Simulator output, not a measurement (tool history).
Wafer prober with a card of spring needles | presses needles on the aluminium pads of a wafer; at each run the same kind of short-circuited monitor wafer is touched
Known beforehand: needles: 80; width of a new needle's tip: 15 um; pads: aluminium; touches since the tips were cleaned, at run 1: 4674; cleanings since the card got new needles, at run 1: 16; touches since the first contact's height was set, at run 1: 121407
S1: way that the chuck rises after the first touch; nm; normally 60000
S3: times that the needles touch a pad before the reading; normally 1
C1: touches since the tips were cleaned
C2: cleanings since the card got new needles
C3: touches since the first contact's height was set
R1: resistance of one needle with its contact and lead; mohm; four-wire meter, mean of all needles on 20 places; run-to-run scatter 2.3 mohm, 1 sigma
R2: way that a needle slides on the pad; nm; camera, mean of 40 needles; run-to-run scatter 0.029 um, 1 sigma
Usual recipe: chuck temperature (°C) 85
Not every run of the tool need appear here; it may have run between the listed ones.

{"run": 1, "hour": 0.0, "S1": 60000, "chuck temperature (°C)": 85, "S3": 1, "C1": 4674, "C2": 16, "C3": 121407, "R1": 326, "R2": 8300}
{"hour": 5.5, "done": "tips cleaned on abrasive film"}
{"hour": 16.5, "done": "tips cleaned on abrasive film"}
{"hour": 30.3, "done": "tips cleaned on abrasive film"}
{"hour": 44.0, "done": "tips cleaned on abrasive film"}
{"hour": 57.7, "done": "tips cleaned on abrasive film"}
{"run": 2, "hour": 58.6, "S1": 60000, "chuck temperature (°C)": 85, "S3": 1, "C1": 546, "C2": 21, "C3": 155466, "R1": 277, "R2": 8200}
{"hour": 69.6, "done": "tips cleaned on abrasive film"}
{"hour": 80.6, "done": "tips cleaned on abrasive film"}
{"hour": 94.3, "done": "tips cleaned on abrasive film"}
{"hour": 108.0, "done": "tips cleaned on abrasive film"}
{"hour": 119.0, "done": "tips cleaned on abrasive film"}
{"hour": 132.8, "done": "tips cleaned on abrasive film"}
{"run": 3, "hour": 140.8, "S1": 60000, "chuck temperature (°C)": 85, "S3": 1, "C1": 4706, "C2": 27, "C3": 203261, "R1": 330, "R2": 8090}
{"hour": 146.3, "done": "tips cleaned on abrasive film"}
{"hour": 157.3, "done": "tips cleaned on abrasive film"}
{"hour": 171.1, "done": "tips cleaned on abrasive film"}
{"hour": 184.8, "done": "tips cleaned on abrasive film"}
{"hour": 187.8, "done": "height of the first contact set anew"}
{"hour": 198.8, "done": "tips cleaned on abrasive film"}
{"hour": 212.5, "done": "tips cleaned on abrasive film"}
{"run": 4, "hour": 217.9, "S1": 60000, "chuck temperature (°C)": 85, "S3": 1, "C1": 3136, "C2": 33, "C3": 17499, "R1": 328, "R2": 7720}
{"hour": 226.1, "done": "tips cleaned on abrasive film"}
{"hour": 237.1, "done": "tips cleaned on abrasive film"}
{"hour": 250.8, "done": "tips cleaned on abrasive film"}
{"hour": 261.8, "done": "tips cleaned on abrasive film"}
{"hour": 272.8, "done": "tips cleaned on abrasive film"}
{"run": 5, "hour": 280.8, "S1": 60000, "chuck temperature (°C)": 85, "S3": 1, "C1": 4654, "C2": 38, "C3": 54070, "R1": 338, "R2": 7530}
{"hour": 286.3, "done": "tips cleaned on abrasive film"}
{"hour": 300.0, "done": "tips cleaned on abrasive film"}
{"hour": 311.0, "done": "tips cleaned on abrasive film"}
{"hour": 324.1, "done": "tips cleaned on abrasive film"}
{"run": 6, "hour": 324.1, "S1": 60000, "chuck temperature (°C)": 85, "S3": 1, "C1": 0, "C2": 42, "C3": 79209, "R1": 273, "R2": 7510}
{"hour": 337.8, "done": "tips cleaned on abrasive film"}
{"hour": 351.5, "done": "tips cleaned on abrasive film"}
{"hour": 365.2, "done": "tips cleaned on abrasive film"}
{"hour": 371.0, "done": "height of the first contact set anew, once more"}
{"run": 7, "hour": 376.3, "S1": 60000, "chuck temperature (°C)": 85, "S3": 1, "C1": 6302, "C2": 45, "C3": 3111, "R1": 336, "R2": 8550}
{"hour": 379.1, "done": "tips cleaned on abrasive film"}
{"hour": 390.1, "done": "tips cleaned on abrasive film"}
{"hour": 403.8, "done": "tips cleaned on abrasive film"}
{"hour": 417.0, "done": "tips cleaned on abrasive film"}
{"run": 8, "hour": 417.0, "S1": 60000, "chuck temperature (°C)": 85, "S3": 1, "C1": 0, "C2": 49, "C3": 26732, "R1": 261, "R2": 8510}
{"hour": 428.0, "done": "tips cleaned on abrasive film"}
{"hour": 441.7, "done": "tips cleaned on abrasive film"}
{"hour": 455.4, "done": "tips cleaned on abrasive film"}
{"hour": 469.1, "done": "tips cleaned on abrasive film"}
{"run": 9, "hour": 475.9, "S1": 60000, "chuck temperature (°C)": 85, "S3": 1, "C1": 3950, "C2": 53, "C3": 61003, "R1": 329, "R2": 8400}
{"hour": 481.4, "done": "tips cleaned on abrasive film"}
{"hour": 495.1, "done": "tips cleaned on abrasive film"}
{"hour": 506.1, "done": "tips cleaned on abrasive film"}
{"hour": 519.9, "done": "tips cleaned on abrasive film"}
{"hour": 530.8, "done": "tips cleaned on abrasive film"}
{"hour": 544.6, "done": "tips cleaned on abrasive film"}
{"run": 10, "hour": 550.1, "S1": 60000, "chuck temperature (°C)": 112, "S3": 1, "C1": 3247, "C2": 59, "C3": 104147, "R1": 324, "R2": 8290}
{"hour": 555.6, "done": "tips cleaned on abrasive film"}
{"hour": 569.3, "done": "tips cleaned on abrasive film"}
{"hour": 583.0, "done": "tips cleaned on abrasive film"}
{"hour": 596.8, "done": "tips cleaned on abrasive film"}
{"hour": 607.8, "done": "tips cleaned on abrasive film"}
{"hour": 618.7, "done": "tips cleaned on abrasive film"}
{"hour": 632.5, "done": "tips cleaned on abrasive film"}
{"hour": 645.9, "done": "tips cleaned on abrasive film"}
{"run": 11, "hour": 645.9, "S1": 60000, "chuck temperature (°C)": 85, "S3": 1, "C1": 0, "C2": 67, "C3": 159814, "R1": 268, "R2": 8180}
{"hour": 659.6, "done": "tips cleaned on abrasive film"}
{"hour": 673.3, "done": "tips cleaned on abrasive film"}
{"hour": 687.1, "done": "tips cleaned on abrasive film"}
{"hour": 700.8, "done": "tips cleaned on abrasive film"}
{"run": 12, "hour": 711.4, "S1": 60000, "chuck temperature (°C)": 85, "S3": 2, "C1": 6207, "C2": 71, "C3": 197938, "R1": 315, "R2": 8150}
{"hour": 714.2, "done": "tips cleaned on abrasive film"}
{"hour": 727.9, "done": "tips cleaned on abrasive film"}
{"hour": 741.6, "done": "tips cleaned on abrasive film"}
{"hour": 755.3, "done": "tips cleaned on abrasive film"}
{"run": 13, "hour": 758.1, "S1": 60000, "chuck temperature (°C)": 85, "S3": 2, "C1": 1600, "C2": 75, "C3": 225072, "R1": 292, "R2": 8060}
{"hour": 766.6, "done": "tips cleaned on abrasive film"}
{"hour": 769.6, "done": "height of the first contact set anew"}
{"hour": 777.9, "done": "tips cleaned on abrasive film"}
{"hour": 788.9, "done": "tips cleaned on abrasive film"}
{"run": 14, "hour": 799.5, "S1": 42000, "chuck temperature (°C)": 85, "S3": 3, "C1": 6241, "C2": 78, "C3": 17412, "R1": 327, "R2": 5940}
{"hour": 802.3, "done": "tips cleaned on abrasive film"}
{"hour": 816.1, "done": "tips cleaned on abrasive film"}
{"hour": 827.1, "done": "tips cleaned on abrasive film"}
{"hour": 840.8, "done": "tips cleaned on abrasive film"}
{"hour": 854.4, "done": "tips cleaned on abrasive film"}
{"run": 15, "hour": 854.4, "S1": 42000, "chuck temperature (°C)": 85, "S3": 3, "C1": 0, "C2": 83, "C3": 49275, "R1": 276, "R2": 5900}
{"hour": 868.1, "done": "tips cleaned on abrasive film"}
{"hour": 881.8, "done": "tips cleaned on abrasive film"}
{"hour": 895.5, "done": "tips cleaned on abrasive film"}
{"hour": 909.3, "done": "tips cleaned on abrasive film"}
{"hour": 923.0, "done": "tips cleaned on abrasive film"}
{"run": 16, "hour": 924.1, "S1": 42000, "chuck temperature (°C)": 85, "S3": 3, "C1": 638, "C2": 88, "C3": 89810, "R1": 285, "R2": 5800}
{"hour": 935.1, "done": "tips cleaned on abrasive film"}
{"hour": 948.8, "done": "tips cleaned on abrasive film"}
{"hour": 962.5, "done": "tips cleaned on abrasive film"}
{"hour": 973.5, "done": "tips cleaned on abrasive film"}
{"run": 17, "hour": 975.6, "S1": 45000, "chuck temperature (°C)": 85, "S3": 1, "C1": 1217, "C2": 92, "C3": 119754, "R1": 325, "R2": 6160}
{"hour": 986.6, "done": "tips cleaned on abrasive film"}
{"hour": 1000.3, "done": "tips cleaned on abrasive film"}
{"hour": 1014.0, "done": "tips cleaned on abrasive film"}
{"hour": 1025.0, "done": "tips cleaned on abrasive film"}
{"hour": 1038.7, "done": "tips cleaned on abrasive film"}
{"hour": 1052.4, "done": "tips cleaned on abrasive film"}
{"run": 18, "hour": 1054.5, "S1": 40000, "chuck temperature (°C)": 71, "S3": 3, "C1": 1225, "C2": 98, "C3": 165664, "R1": 298, "R2": 5360}
{"hour": 1065.5, "done": "tips cleaned on abrasive film"}
{"hour": 1079.2, "done": "tips cleaned on abrasive film"}
{"hour": 1093.0, "done": "tips cleaned on abrasive film"}
{"run": 19, "hour": 1098.9, "S1": 75000, "chuck temperature (°C)": 83, "S3": 1, "C1": 3493, "C2": 101, "C3": 191499, "R1": 319, "R2": 10250}
{"hour": 1104.5, "done": "tips cleaned on abrasive film"}
{"hour": 1118.2, "done": "tips cleaned on abrasive film"}
{"hour": 1129.2, "done": "tips cleaned on abrasive film"}
{"hour": 1142.9, "done": "tips cleaned on abrasive film"}
{"hour": 1156.6, "done": "tips cleaned on abrasive film"}
{"hour": 1167.8, "done": "height of the first contact set anew"}
{"hour": 1170.6, "done": "tips cleaned on abrasive film"}
{"hour": 1184.3, "done": "tips cleaned on abrasive film"}
{"run": 20, "hour": 1184.7, "S1": 75000, "chuck temperature (°C)": 83, "S3": 1, "C1": 223, "C2": 108, "C3": 9799, "R1": 272, "R2": 10650}
{"hour": 1195.7, "done": "tips cleaned on abrasive film"}
{"hour": 1209.4, "done": "tips cleaned on abrasive film"}
{"hour": 1223.2, "done": "tips cleaned on abrasive film"}
{"hour": 1236.9, "done": "tips cleaned on abrasive film"}
{"hour": 1250.6, "done": "tips cleaned on abrasive film"}
{"hour": 1264.3, "done": "tips cleaned on abrasive film"}
{"hour": 1278.0, "done": "tips cleaned on abrasive film"}
{"run": 21, "hour": 1281.2, "S1": 60000, "chuck temperature (°C)": 40, "S3": 1, "C1": 1847, "C2": 115, "C3": 65906, "R1": 301, "R2": 8390}
{"hour": 1289.4, "done": "tips cleaned on abrasive film"}
{"hour": 1303.2, "done": "tips cleaned on abrasive film"}
{"hour": 1314.2, "done": "tips cleaned on abrasive film"}
{"hour": 1327.9, "done": "tips cleaned on abrasive film"}
{"run": 22, "hour": 1330.8, "S1": 60000, "chuck temperature (°C)": 122, "S3": 2, "C1": 1715, "C2": 119, "C3": 94749, "R1": 297, "R2": 8300}
{"hour": 1339.1, "done": "tips cleaned on abrasive film"}
{"hour": 1352.8, "done": "tips cleaned on abrasive film"}
{"hour": 1363.8, "done": "tips cleaned on abrasive film"}
{"run": 23, "hour": 1371.6, "S1": 53000, "chuck temperature (°C)": 100, "S3": 2, "C1": 4590, "C2": 122, "C3": 118489, "R1": 337, "R2": 7280}

Branching from run 23: 4 alternative next runs. What would each branch give?
{"hour": 1377.2, "done": "tips cleaned on abrasive film"}
{"hour": 1388.2, "done": "tips cleaned on abrasive film"}
{"hour": 1401.9, "done": "tips cleaned on abrasive film"}
{"hour": 1415.6, "done": "tips cleaned on abrasive film"}
{"hour": 1426.6, "done": "tips cleaned on abrasive film"}
{"hour": 1440.3, "done": "tips cleaned on abrasive film"}
{"hour": 1454.0, "done": "tips cleaned on abrasive film"}
{"run": "A", "hour": 1464.5, "S1": 64000, "chuck temperature (°C)": 100, "S3": 2, "C1": 6153, "C2": 129, "C3": 172518, "R1": "?", "R2": "?"}
{"hour": 1377.2, "done": "tips cleaned on abrasive film"}
{"hour": 1388.2, "done": "tips cleaned on abrasive film"}
{"hour": 1401.9, "done": "tips cleaned on abrasive film"}
{"hour": 1415.6, "done": "tips cleaned on abrasive film"}
{"hour": 1426.6, "done": "tips cleaned on abrasive film"}
{"hour": 1440.3, "done": "tips cleaned on abrasive film"}
{"hour": 1454.0, "done": "tips cleaned on abrasive film"}
{"run": "B", "hour": 1464.5, "S1": 61000, "chuck temperature (°C)": 26, "S3": 1, "C1": 6153, "C2": 129, "C3": 172518, "R1": "?", "R2": "?"}
{"hour": 1377.2, "done": "tips cleaned on abrasive film"}
{"hour": 1388.2, "done": "tips cleaned on abrasive film"}
{"hour": 1401.9, "done": "tips cleaned on abrasive film"}
{"hour": 1415.6, "done": "tips cleaned on abrasive film"}
{"hour": 1426.6, "done": "tips cleaned on abrasive film"}
{"hour": 1440.3, "done": "tips cleaned on abrasive film"}
{"hour": 1454.0, "done": "tips cleaned on abrasive film"}
{"run": "C", "hour": 1464.5, "S1": 53000, "chuck temperature (°C)": 100, "S3": 2, "C1": 6153, "C2": 129, "C3": 172518, "R1": "?", "R2": "?"}
{"hour": 1377.2, "done": "tips cleaned on abrasive film"}
{"hour": 1388.2, "done": "tips cleaned on abrasive film"}
{"hour": 1401.9, "done": "tips cleaned on abrasive film"}
{"hour": 1415.6, "done": "tips cleaned on abrasive film"}
{"hour": 1426.6, "done": "tips cleaned on abrasive film"}
{"hour": 1440.3, "done": "tips cleaned on abrasive film"}
{"hour": 1454.0, "done": "tips cleaned on abrasive film"}
{"run": "D", "hour": 1464.5, "S1": 60000, "chuck temperature (°C)": 85, "S3": 2, "C1": 6153, "C2": 129, "C3": 172518, "R1": "?", "R2": "?"}

run=A R1=327 R2=8720
run=B R1=364 R2=8300
run=C R1=347 R2=7120
run=D R1=330 R2=8160
What these runs would have given with no unlogged condition in the tool:
run=A R1=265 R2=9100
run=B R1=244 R2=8680
run=C R1=261 R2=7490
run=D R1=260 R2=8540
